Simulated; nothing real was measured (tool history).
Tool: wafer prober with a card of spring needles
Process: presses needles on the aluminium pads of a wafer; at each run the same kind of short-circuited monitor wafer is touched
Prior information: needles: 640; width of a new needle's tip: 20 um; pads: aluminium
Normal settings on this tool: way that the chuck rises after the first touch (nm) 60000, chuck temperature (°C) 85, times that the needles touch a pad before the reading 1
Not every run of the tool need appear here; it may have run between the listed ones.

run	day	way that the chuck rises after the first touch (nm)	chuck temperature (°C)	times that the needles touch a pad before the reading	resistance of one needle with its contact and lead (mohm)	way that a needle slides on the pad (nm)
1	0	60000	85	1	279	16250
2	2.808	64000	85	1	270	16960
3	5.883	60000	112	1	291	16390
4	9.1	60000	85	1	279	16220
5	11.838	60000	85	1	274	16200
6	14.908	60000	85	1	281	16020
7	16.592	60000	85	1	280	16260
8	19.475	60000	85	1	280	16250
9	22.438	60000	85	1	280	16180
10	24.458	77000	85	1	276	20520
11	27.708	77000	85	1	271	20840
12	30.633	53000	85	3	280	14300
13	32.771	63000	85	3	277	16780
14	36.45	63000	85	3	280	16930
15	39.05	72000	85	2	274	19370
16	40.454	48000	61	2	280	13010
17	43.604	48000	61	2	282	12980
18	46.679	60000	85	1	281	16070
19	48.267	57000	52	2	273	15210
20	51.396	60000	85	1	277	16090

Put back what was entered between runs (128 entries, withheld): which listed runs does each sit between, and how does the hidden state differ from the listed run before to the listed run after?
Runs 1 to 2: tips cleaned on abrasive film (day 0.267); tips cleaned on abrasive film (day 0.621); tips cleaned on abrasive film (day 1.062); tips cleaned on abrasive film (day 1.504); tips cleaned on abrasive film (day 1.858); tips cleaned on abrasive film (day 2.3); tips cleaned on abrasive film (day 2.742)
  debris on the tips, nm: 0.5 -> 0.3; way that the needles fall short of the set height, um: 0.03 -> 0.04
Runs 2 to 3: tips cleaned on abrasive film (day 3.162); tips cleaned on abrasive film (day 3.517); tips cleaned on abrasive film (day 3.875); tips cleaned on abrasive film (day 4.317); tips cleaned on abrasive film (day 4.758); tips cleaned on abrasive film (day 5.2); tips cleaned on abrasive film (day 5.642)
  debris on the tips, nm: 0.3 -> 0.7; way that the needles fall short of the set height, um: 0.04 -> 0.06; tips' diameter, um: 20.04 -> 20.05
Runs 3 to 4: tips cleaned on abrasive film (day 6.062); tips cleaned on abrasive film (day 6.417); tips cleaned on abrasive film (day 6.858); tips cleaned on abrasive film (day 7.3); tips cleaned on abrasive film (day 7.654); tips cleaned on abrasive film (day 8.096); tips cleaned on abrasive film (day 8.538); tips cleaned on abrasive film (day 8.979)
  debris on the tips, nm: 0.7 -> 0.5; way that the needles fall short of the set height, um: 0.06 -> 0.07
Runs 4 to 5: tips cleaned on abrasive film (day 9.367); tips cleaned on abrasive film (day 9.721); tips cleaned on abrasive film (day 10.162); tips cleaned on abrasive film (day 10.604); tips cleaned on abrasive film (day 11.05); tips cleaned on abrasive film (day 11.492)
  debris on the tips, nm: 0.5 -> 0.9; way that the needles fall short of the set height, um: 0.07 -> 0.08; tips' diameter, um: 20.05 -> 20.06
Runs 5 to 6: tips cleaned on abrasive film (day 11.929); tips cleaned on abrasive film (day 12.283); tips cleaned on abrasive film (day 12.725); height of the first contact set anew (day 12.738); tips cleaned on abrasive film (day 13.179); tips cleaned on abrasive film (day 13.621); tips cleaned on abrasive film (day 14.062); tips cleaned on abrasive film (day 14.504); tips cleaned on abrasive film (day 14.858)
  debris on the tips, nm: 0.9 -> 0.3; way that the needles fall short of the set height, um: 0.08 -> 0.01
Runs 6 to 7: tips cleaned on abrasive film (day 15.262); tips cleaned on abrasive film (day 15.617); tips cleaned on abrasive film (day 15.971); tips cleaned on abrasive film (day 16.412)
  debris on the tips, nm: 0.3 -> 0.6
Runs 7 to 8: tips cleaned on abrasive film (day 16.767); tips cleaned on abrasive film (day 17.121); tips cleaned on abrasive film (day 17.567); tips cleaned on abrasive film (day 18.008); tips cleaned on abrasive film (day 18.362); tips cleaned on abrasive film (day 18.717); tips cleaned on abrasive film (day 19.158)
  debris on the tips, nm: 0.6 -> 0.8; way that the needles fall short of the set height, um: 0.01 -> 0.03; tips' diameter, um: 20.06 -> 20.07
Runs 8 to 9: tips cleaned on abrasive film (day 19.567); tips cleaned on abrasive film (day 19.921); tips cleaned on abrasive film (day 20.275); tips cleaned on abrasive film (day 20.717); tips cleaned on abrasive film (day 21.071); tips cleaned on abrasive film (day 21.512); tips cleaned on abrasive film (day 21.867); tips cleaned on abrasive film (day 22.308)
  debris on the tips, nm: 0.8 -> 0.4; way that the needles fall short of the set height, um: 0.03 -> 0.04
Runs 9 to 10: tips cleaned on abrasive film (day 22.704); tips cleaned on abrasive film (day 23.146); tips cleaned on abrasive film (day 23.5); tips cleaned on abrasive film (day 23.942); tips cleaned on abrasive film (day 24.383)
  way that the needles fall short of the set height, um: 0.04 -> 0.05; tips' diameter, um: 20.07 -> 20.08
Runs 10 to 11: tips cleaned on abrasive film (day 24.812); tips cleaned on abrasive film (day 25.254); tips cleaned on abrasive film (day 25.608); tips cleaned on abrasive film (day 26.05); tips cleaned on abrasive film (day 26.404); tips cleaned on abrasive film (day 26.85); tips cleaned on abrasive film (day 27.204); tips cleaned on abrasive film (day 27.646)
  debris on the tips, nm: 0.4 -> 0.3; way that the needles fall short of the set height, um: 0.05 -> 0.06
Runs 11 to 12: tips cleaned on abrasive film (day 28.062); tips cleaned on abrasive film (day 28.504); tips cleaned on abrasive film (day 28.858); tips cleaned on abrasive film (day 29.3); tips cleaned on abrasive film (day 29.742); tips cleaned on abrasive film (day 30.183); tips cleaned on abrasive film (day 30.625)
  debris on the tips, nm: 0.3 -> 0.1; way that the needles fall short of the set height, um: 0.06 -> 0.07
Runs 12 to 13: tips cleaned on abrasive film (day 30.988); tips cleaned on abrasive film (day 31.342); tips cleaned on abrasive film (day 31.783); tips cleaned on abrasive film (day 32.225); tips cleaned on abrasive film (day 32.667)
  debris on the tips, nm: 0.1 -> 0.4; way that the needles fall short of the set height, um: 0.07 -> 0.08; tips' diameter, um: 20.08 -> 20.09
Runs 13 to 14: tips cleaned on abrasive film (day 33.038); height of the first contact set anew (day 33.312); tips cleaned on abrasive film (day 33.492); tips cleaned on abrasive film (day 33.846); tips cleaned on abrasive film (day 34.288); tips cleaned on abrasive film (day 34.729); tips cleaned on abrasive film (day 35.083); card fitted with new needles (day 35.583); tips cleaned on abrasive film (day 36.025); tips cleaned on abrasive film (day 36.45)
  debris on the tips, nm: 0.4 -> 0.1; way that the needles fall short of the set height, um: 0.08 -> 0; tips' diameter, um: 20.09 -> 20
Runs 14 to 15: tips cleaned on abrasive film (day 36.892); tips cleaned on abrasive film (day 37.246); tips cleaned on abrasive film (day 37.688); tips cleaned on abrasive film (day 38.133); tips cleaned on abrasive film (day 38.575); tips cleaned on abrasive film (day 38.929)
  debris on the tips, nm: 0.1 -> 0.4; way that the needles fall short of the set height, um: 0 -> 0.01
Runs 15 to 16: tips cleaned on abrasive film (day 39.317); tips cleaned on abrasive film (day 39.758); tips cleaned on abrasive film (day 40.112)
  debris on the tips, nm: 0.4 -> 0.9; way that the needles fall short of the set height, um: 0.01 -> 0.02; tips' diameter, um: 20 -> 20.01
Runs 16 to 17: tips cleaned on abrasive film (day 40.546); tips cleaned on abrasive film (day 40.988); tips cleaned on abrasive film (day 41.429); tips cleaned on abrasive film (day 41.871); tips cleaned on abrasive film (day 42.229); tips cleaned on abrasive film (day 42.583); tips cleaned on abrasive film (day 43.025); tips cleaned on abrasive film (day 43.467)
  debris on the tips, nm: 0.9 -> 0.5; way that the needles fall short of the set height, um: 0.02 -> 0.03
Runs 17 to 18: tips cleaned on abrasive film (day 43.871); tips cleaned on abrasive film (day 44.225); tips cleaned on abrasive film (day 44.579); tips cleaned on abrasive film (day 44.933); tips cleaned on abrasive film (day 45.375); tips cleaned on abrasive film (day 45.729); tips cleaned on abrasive film (day 46.083); tips cleaned on abrasive film (day 46.438)
  debris on the tips, nm: 0.5 -> 0.7; way that the needles fall short of the set height, um: 0.03 -> 0.05; tips' diameter, um: 20.01 -> 20.02
Runs 18 to 19: tips cleaned on abrasive film (day 46.858); tips cleaned on abrasive film (day 47.212); tips cleaned on abrasive film (day 47.654); tips cleaned on abrasive film (day 48.008)
  no difference in the tool's unlogged condition between these two runs
Runs 19 to 20: tips cleaned on abrasive film (day 48.446); tips cleaned on abrasive film (day 48.888); tips cleaned on abrasive film (day 49.242); tips cleaned on abrasive film (day 49.683); tips cleaned on abrasive film (day 50.125); tips cleaned on abrasive film (day 50.479); tips cleaned on abrasive film (day 50.925); tips cleaned on abrasive film (day 51.367)
  debris on the tips, nm: 0.7 -> 0.2; way that the needles fall short of the set height, um: 0.05 -> 0.06
